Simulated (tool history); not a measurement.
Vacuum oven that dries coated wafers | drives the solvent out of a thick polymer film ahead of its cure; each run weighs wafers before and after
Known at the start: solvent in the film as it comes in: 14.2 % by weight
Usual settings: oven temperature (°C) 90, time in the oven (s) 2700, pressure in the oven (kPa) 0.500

| run | hour | oven temperature (°C) | time in the oven (s) | pressure in the oven (kPa) | solvent left in the film (%) |
|---|---|---|---|---|---|
| 1 | 0.0 | 90 | 2700 | 0.500 | 0.75 |
| 2 | 34.1 | 90 | 2700 | 0.500 | 0.77 |
| 3 | 52.5 | 90 | 2700 | 0.500 | 0.77 |
| 4 | 81.7 | 90 | 2700 | 0.500 | 0.83 |
|  | 87.6 | oven's thermocouples calibrated |
| 5 | 109.5 | 103 | 2700 | 0.500 | 0.13 |
| 6 | 130.6 | 103 | 2700 | 0.500 | 0.26 |
| 7 | 149.6 | 103 | 2700 | 0.500 | 0.16 |
| 8 | 183.7 | 103 | 2700 | 0.500 | 0.25 |
| 9 | 206.2 | 103 | 2700 | 0.500 | 0.14 |
| 10 | 222.1 | 103 | 2700 | 0.500 | 0.15 |
| 11 | 241.9 | 103 | 2700 | 0.500 | 0.12 |
| 12 | 266.5 | 90 | 4680 | 0.500 | 0.52 |
| 13 | 297.3 | 90 | 4680 | 0.841 | 0.57 |
|  | 300.9 | vacuum gauge cleaned of residue and calibrated |
| 14 | 324.5 | 86 | 2700 | 0.500 | 1.29 |
| 15 | 360.1 | 86 | 2700 | 0.500 | 1.29 |
| 16 | 395.4 | 90 | 2700 | 0.500 | 0.82 |
| 17 | 414.2 | 90 | 2700 | 0.500 | 0.78 |
| 18 | 436.8 | 90 | 2700 | 0.500 | 0.90 |
|  | 444.5 | vacuum gauge cleaned of residue and calibrated, once more |
| 19 | 465.1 | 88 | 2280 | 1.038 | 1.64 |
| 20 | 491.1 | 90 | 2100 | 0.283 | 1.07 |
| 21 | 528.6 | 90 | 2100 | 0.283 | 1.04 |
| 22 | 548.5 | 92 | 2760 | 1.140 | 0.87 |
| 23 | 581.5 | 92 | 2760 | 1.140 | 0.88 |
| 24 | 597.4 | 92 | 2760 | 1.140 | 0.80 |
| 25 | 630.0 | 90 | 2700 | 1.176 | 1.05 |
| 26 | 654.0 | 85 | 1380 | 0.354 | 3.55 |
| 27 | 673.3 | 100 | 4800 | 0.500 | 0.20 |
| 28 | 706.6 | 100 | 4800 | 0.500 | 0.19 |
| 29 | 727.9 | 90 | 2700 | 0.456 | 0.68 |
| 30 | 750.3 | 90 | 1800 | 0.456 | 1.73 |
| 31 | 765.5 | 90 | 1800 | 0.456 | 1.66 |
| 32 | 786.6 | 99 | 4080 | 1.310 | 0.54 |
| 33 | 802.4 | 99 | 4080 | 1.310 | 0.57 |
| 34 | 829.0 | 86 | 2820 | 0.500 | 1.13 |
| 35 | 866.4 | 77 | 2700 | 0.578 | 3.31 |
| 36 | 889.2 | 105 | 3780 | 0.521 | 0.24 |

Some steps in solvent left in the film (%) between neighbouring runs. How much of each would the tool show without its hidden state too (settings, what came in, random variation), and how much is left for the hidden state, with any gauge scatter that isn't in both results?
The hidden state here: true wafer temperature over the reading, C; true pressure over the reading, kPa; drift of the gauge itself on solvent_pct, %.
Run 25 -> 26: oven temperature (°C) 90 -> 85, time in the oven (s) 2700 -> 1380, pressure in the oven (kPa) 1.176 -> 0.354. solvent left in the film (%) +2.50: hidden state +0.12, all else +2.38.
Run 26 -> 27: oven temperature (°C) 85 -> 100, time in the oven (s) 1380 -> 4800, pressure in the oven (kPa) 0.354 -> 0.500. solvent left in the film (%) -3.35: hidden state -0.19, all else -3.16.
Run 34 -> 35: oven temperature (°C) 86 -> 77, time in the oven (s) 2820 -> 2700, pressure in the oven (kPa) 0.500 -> 0.578. solvent left in the film (%) +2.18: hidden state +0.15, all else +2.03.
Run 35 -> 36: oven temperature (°C) 77 -> 105, time in the oven (s) 2700 -> 3780, pressure in the oven (kPa) 0.578 -> 0.521. solvent left in the film (%) -3.07: hidden state -0.29, all else -2.78.
